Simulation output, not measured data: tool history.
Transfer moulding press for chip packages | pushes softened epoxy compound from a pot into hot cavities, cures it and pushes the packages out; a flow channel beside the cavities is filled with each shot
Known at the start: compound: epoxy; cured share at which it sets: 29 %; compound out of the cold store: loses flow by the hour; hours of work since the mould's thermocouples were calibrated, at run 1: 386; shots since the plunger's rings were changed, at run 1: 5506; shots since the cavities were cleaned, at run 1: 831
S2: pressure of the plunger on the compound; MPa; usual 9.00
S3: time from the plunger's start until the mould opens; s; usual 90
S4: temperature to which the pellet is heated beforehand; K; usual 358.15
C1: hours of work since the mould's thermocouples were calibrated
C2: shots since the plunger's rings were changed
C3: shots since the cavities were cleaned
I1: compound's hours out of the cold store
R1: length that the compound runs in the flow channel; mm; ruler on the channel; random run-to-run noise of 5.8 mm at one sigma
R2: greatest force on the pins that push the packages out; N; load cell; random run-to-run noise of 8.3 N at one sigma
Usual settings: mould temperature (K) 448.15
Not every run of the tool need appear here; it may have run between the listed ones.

{"run": 1, "hour": 0.0, "mould temperature (K)": 448.15, "S2": 9.0, "S3": 90, "S4": 358.15, "C1": 386, "C2": 5506, "C3": 831, "I1": 28.7, "R1": 879, "R2": 691}
{"hour": 25.4, "done": "cavities cleaned with cleaning compound and waxed"}
{"run": 2, "hour": 30.4, "mould temperature (K)": 448.15, "S2": 9.0, "S3": 90, "S4": 358.15, "C1": 404, "C2": 5871, "C3": 63, "I1": 27.3, "R1": 880, "R2": 411}
{"hour": 40.7, "done": "plunger's sealing rings changed"}
{"run": 3, "hour": 73.4, "mould temperature (K)": 448.15, "S2": 9.0, "S3": 90, "S4": 358.15, "C1": 429, "C2": 413, "C3": 576, "I1": 16.3, "R1": 986, "R2": 668}
{"run": 4, "hour": 101.5, "mould temperature (K)": 448.15, "S2": 9.0, "S3": 90, "S4": 358.15, "C1": 447, "C2": 768, "C3": 931, "I1": 24.3, "R1": 944, "R2": 709}
{"hour": 119.1, "done": "cavities cleaned with cleaning compound and waxed"}
{"run": 5, "hour": 145.0, "mould temperature (K)": 448.15, "S2": 9.0, "S3": 90, "S4": 358.15, "C1": 473, "C2": 1299, "C3": 327, "I1": 42.5, "R1": 842, "R2": 524}
{"run": 6, "hour": 188.4, "mould temperature (K)": 448.15, "S2": 10.76, "S3": 90, "S4": 358.15, "C1": 500, "C2": 1849, "C3": 877, "I1": 16.5, "R1": 1063, "R2": 730}
{"hour": 211.5, "done": "cavities cleaned with cleaning compound and waxed"}
{"run": 7, "hour": 228.3, "mould temperature (K)": 448.15, "S2": 9.0, "S3": 90, "S4": 358.15, "C1": 524, "C2": 2334, "C3": 213, "I1": 39.3, "R1": 853, "R2": 486}
{"run": 8, "hour": 281.4, "mould temperature (K)": 448.15, "S2": 7.8, "S3": 90, "S4": 358.15, "C1": 557, "C2": 3005, "C3": 884, "I1": 34.6, "R1": 819, "R2": 723}
{"hour": 303.1, "done": "cavities cleaned with cleaning compound and waxed"}
{"run": 9, "hour": 312.6, "mould temperature (K)": 448.15, "S2": 9.0, "S3": 90, "S4": 358.15, "C1": 575, "C2": 3380, "C3": 119, "I1": 23.0, "R1": 935, "R2": 490}
{"run": 10, "hour": 343.5, "mould temperature (K)": 448.15, "S2": 9.0, "S3": 90, "S4": 358.15, "C1": 595, "C2": 3772, "C3": 511, "I1": 21.7, "R1": 941, "R2": 639}
{"run": 11, "hour": 367.1, "mould temperature (K)": 448.15, "S2": 9.0, "S3": 90, "S4": 358.15, "C1": 609, "C2": 4069, "C3": 808, "I1": 44.9, "R1": 830, "R2": 687}
{"hour": 391.9, "done": "cavities cleaned with cleaning compound and waxed"}
{"run": 12, "hour": 409.2, "mould temperature (K)": 448.15, "S2": 9.0, "S3": 90, "S4": 358.15, "C1": 635, "C2": 4583, "C3": 219, "I1": 11.4, "R1": 972, "R2": 541}
{"run": 13, "hour": 437.0, "mould temperature (K)": 448.15, "S2": 9.0, "S3": 90, "S4": 358.15, "C1": 652, "C2": 4934, "C3": 570, "I1": 27.8, "R1": 883, "R2": 666}
{"run": 14, "hour": 475.7, "mould temperature (K)": 448.15, "S2": 9.0, "S3": 90, "S4": 355.15, "C1": 676, "C2": 5424, "C3": 1060, "I1": 25.2, "R1": 903, "R2": 780}
{"hour": 485.3, "done": "cavities cleaned with cleaning compound and waxed"}
{"run": 15, "hour": 515.3, "mould temperature (K)": 448.15, "S2": 7.35, "S3": 90, "S4": 358.15, "C1": 700, "C2": 5906, "C3": 380, "I1": 13.8, "R1": 860, "R2": 612}
{"hour": 524.5, "done": "plunger's sealing rings changed"}
{"run": 16, "hour": 544.5, "mould temperature (K)": 448.15, "S2": 9.0, "S3": 90, "S4": 348.15, "C1": 716, "C2": 252, "C3": 717, "I1": 34.5, "R1": 899, "R2": 678}
{"hour": 577.2, "done": "cavities cleaned with cleaning compound and waxed"}
{"run": 17, "hour": 587.9, "mould temperature (K)": 448.15, "S2": 9.15, "S3": 90, "S4": 367.15, "C1": 742, "C2": 782, "C3": 135, "I1": 14.5, "R1": 1008, "R2": 476}
{"run": 18, "hour": 640.5, "mould temperature (K)": 448.15, "S2": 7.3, "S3": 70, "S4": 366.15, "C1": 775, "C2": 1447, "C3": 800, "I1": 19.5, "R1": 863, "R2": 1216}
{"hour": 649.5, "done": "mould's thermocouples calibrated"}
{"run": 19, "hour": 666.0, "mould temperature (K)": 448.15, "S2": 7.3, "S3": 70, "S4": 366.15, "C1": 10, "C2": 1745, "C3": 1098, "I1": 19.9, "R1": 858, "R2": 1262}
{"hour": 670.8, "done": "cavities cleaned with cleaning compound and waxed"}
{"run": 20, "hour": 711.7, "mould temperature (K)": 449.15, "S2": 7.3, "S3": 70, "S4": 354.15, "C1": 38, "C2": 2303, "C3": 517, "I1": 12.3, "R1": 892, "R2": 1056}
{"run": 21, "hour": 740.3, "mould temperature (K)": 449.15, "S2": 7.3, "S3": 70, "S4": 354.15, "C1": 56, "C2": 2666, "C3": 880, "I1": 30.0, "R1": 807, "R2": 1146}
{"hour": 762.2, "done": "cavities cleaned with cleaning compound and waxed"}
{"run": 22, "hour": 792.7, "mould temperature (K)": 449.15, "S2": 7.3, "S3": 70, "S4": 354.15, "C1": 87, "C2": 3309, "C3": 386, "I1": 27.9, "R1": 808, "R2": 918}
{"run": 23, "hour": 831.3, "mould temperature (K)": 449.15, "S2": 7.3, "S3": 70, "S4": 354.15, "C1": 111, "C2": 3796, "C3": 873, "I1": 43.5, "R1": 740, "R2": 1056}
{"hour": 854.1, "done": "cavities cleaned with cleaning compound and waxed"}
{"run": 24, "hour": 889.3, "mould temperature (K)": 449.15, "S2": 7.14, "S3": 75, "S4": 358.15, "C1": 146, "C2": 4511, "C3": 445, "I1": 43.7, "R1": 730, "R2": 784}
{"run": 25, "hour": 928.5, "mould temperature (K)": 449.15, "S2": 8.39, "S3": 93, "S4": 358.15, "C1": 171, "C2": 5007, "C3": 941, "I1": 22.2, "R1": 883, "R2": 650}
{"hour": 945.2, "done": "cavities cleaned with cleaning compound and waxed"}
{"run": 26, "hour": 964.5, "mould temperature (K)": 449.15, "S2": 8.39, "S3": 93, "S4": 358.15, "C1": 192, "C2": 5444, "C3": 245, "I1": 43.2, "R1": 785, "R2": 442}
{"hour": 1007.0, "done": "plunger's sealing rings changed"}
{"run": 27, "hour": 1021.7, "mould temperature (K)": 448.15, "S2": 8.27, "S3": 90, "S4": 348.15, "C1": 226, "C2": 185, "C3": 935, "I1": 8.4, "R1": 984, "R2": 791}

For some of the steps in R1 from one run to the next: how much would appear even if the tool had no hidden state, given the settings, what came in and random variation, and how much remains for the hidden state plus any gauge scatter that the measured result and the result without hidden state don't share?
Unlogged tool condition in this case: true mould temperature over the reading, C; pressure that reaches the compound, % of what is set; grip of the stained cavities, % over clean ones'; drift of the gauge itself on flow_mm, %; drift of the gauge itself on push_out_n, %.
Run 2 -> 3: plunger's sealing rings changed. R1 +106 mm: hidden state +46, all else +60.
Run 5 -> 6: S2 9.00 -> 10.76. R1 +221 mm: hidden state -7, all else +228.
Run 6 -> 7: S2 10.76 -> 9.00, cavities cleaned with cleaning compound and waxed. R1 -210 mm: hidden state -1, all else -209.
Run 15 -> 16: S2 7.35 -> 9.00, S4 358.15 -> 348.15, plunger's sealing rings changed. R1 +39 mm: hidden state +40, all else -1.

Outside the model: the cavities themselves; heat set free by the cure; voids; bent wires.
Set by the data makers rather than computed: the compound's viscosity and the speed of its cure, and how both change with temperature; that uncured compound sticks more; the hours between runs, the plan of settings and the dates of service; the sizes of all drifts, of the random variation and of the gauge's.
